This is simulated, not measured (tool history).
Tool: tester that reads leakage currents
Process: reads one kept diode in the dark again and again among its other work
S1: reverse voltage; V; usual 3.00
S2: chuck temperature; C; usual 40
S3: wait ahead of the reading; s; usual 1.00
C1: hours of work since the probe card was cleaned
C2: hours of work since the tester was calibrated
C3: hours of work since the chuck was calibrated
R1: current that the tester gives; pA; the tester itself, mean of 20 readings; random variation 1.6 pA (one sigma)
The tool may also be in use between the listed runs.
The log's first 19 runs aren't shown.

{"run": 20, "hour": 426.0, "S1": 6.56, "S2": 55, "S3": 0.97, "C1": 1475, "C2": 57, "C3": 2039, "R1": 2069.13}
{"hour": 442.8, "done": "chuck's temperature calibrated"}
{"run": 21, "hour": 442.8, "S1": 10.76, "S2": 38, "S3": 1.0, "C1": 1486, "C2": 68, "C3": 0, "R1": 673.93}
{"run": 22, "hour": 473.6, "S1": 10.76, "S2": 38, "S3": 1.0, "C1": 1508, "C2": 90, "C3": 22, "R1": 672.02}
{"run": 23, "hour": 505.7, "S1": 1.27, "S2": 47, "S3": 1.0, "C1": 1531, "C2": 113, "C3": 45, "R1": 736.63}
{"run": 24, "hour": 522.3, "S1": 1.62, "S2": 40, "S3": 1.0, "C1": 1543, "C2": 125, "C3": 57, "R1": 438.32}
{"hour": 534.4, "done": "tester calibrated, once more"}
{"run": 25, "hour": 555.1, "S1": 1.62, "S2": 40, "S3": 1.0, "C1": 1566, "C2": 15, "C3": 80, "R1": 430.23}
{"run": 26, "hour": 575.1, "S1": 1.48, "S2": 26, "S3": 4.06, "C1": 1580, "C2": 29, "C3": 94, "R1": 115.1}
{"run": 27, "hour": 601.0, "S1": 1.48, "S2": 26, "S3": 4.06, "C1": 1599, "C2": 48, "C3": 113, "R1": 114.76}
{"run": 28, "hour": 624.8, "S1": 1.48, "S2": 26, "S3": 4.06, "C1": 1616, "C2": 65, "C3": 130, "R1": 114.96}
{"run": 29, "hour": 654.7, "S1": 1.48, "S2": 26, "S3": 4.06, "C1": 1638, "C2": 87, "C3": 152, "R1": 114.5}
{"run": 30, "hour": 673.6, "S1": 1.48, "S2": 26, "S3": 4.06, "C1": 1651, "C2": 101, "C3": 165, "R1": 113.96}
{"run": 31, "hour": 701.1, "S1": 1.48, "S2": 26, "S3": 4.06, "C1": 1671, "C2": 120, "C3": 185, "R1": 114.59}
{"run": 32, "hour": 727.1, "S1": 3.0, "S2": 24, "S3": 3.09, "C1": 1690, "C2": 139, "C3": 204, "R1": 117.89}
{"run": 33, "hour": 741.2, "S1": 1.44, "S2": 40, "S3": 1.0, "C1": 1700, "C2": 149, "C3": 214, "R1": 412.97}
{"run": 34, "hour": 761.3, "S1": 5.93, "S2": 38, "S3": 2.98, "C1": 1715, "C2": 164, "C3": 229, "R1": 540.17}
{"run": 35, "hour": 789.7, "S1": 5.93, "S2": 38, "S3": 2.98, "C1": 1735, "C2": 185, "C3": 249, "R1": 539.02}
{"run": 36, "hour": 812.9, "S1": 5.93, "S2": 38, "S3": 2.98, "C1": 1752, "C2": 201, "C3": 266, "R1": 537.5}

3 ways to go on from here, each from the tool as it stands after run 36. What would each give?
{"run": "A", "hour": 835.0, "S1": 5.93, "S2": 27, "S3": 1.08, "C1": 1768, "C2": 217, "C3": 282, "R1": "?"}
{"run": "B", "hour": 835.0, "S1": 3.0, "S2": 47, "S3": 0.89, "C1": 1768, "C2": 217, "C3": 282, "R1": "?"}
{"run": "C", "hour": 835.0, "S1": 3.0, "S2": 27, "S3": 1.0, "C1": 1768, "C2": 217, "C3": 282, "R1": "?"}

run=A R1=198.28
run=B R1=951.98
run=C R1=157.61
Without the tool's hidden state the same runs would have given:
run=A R1=197.78
run=B R1=969.76
run=C R1=158.78

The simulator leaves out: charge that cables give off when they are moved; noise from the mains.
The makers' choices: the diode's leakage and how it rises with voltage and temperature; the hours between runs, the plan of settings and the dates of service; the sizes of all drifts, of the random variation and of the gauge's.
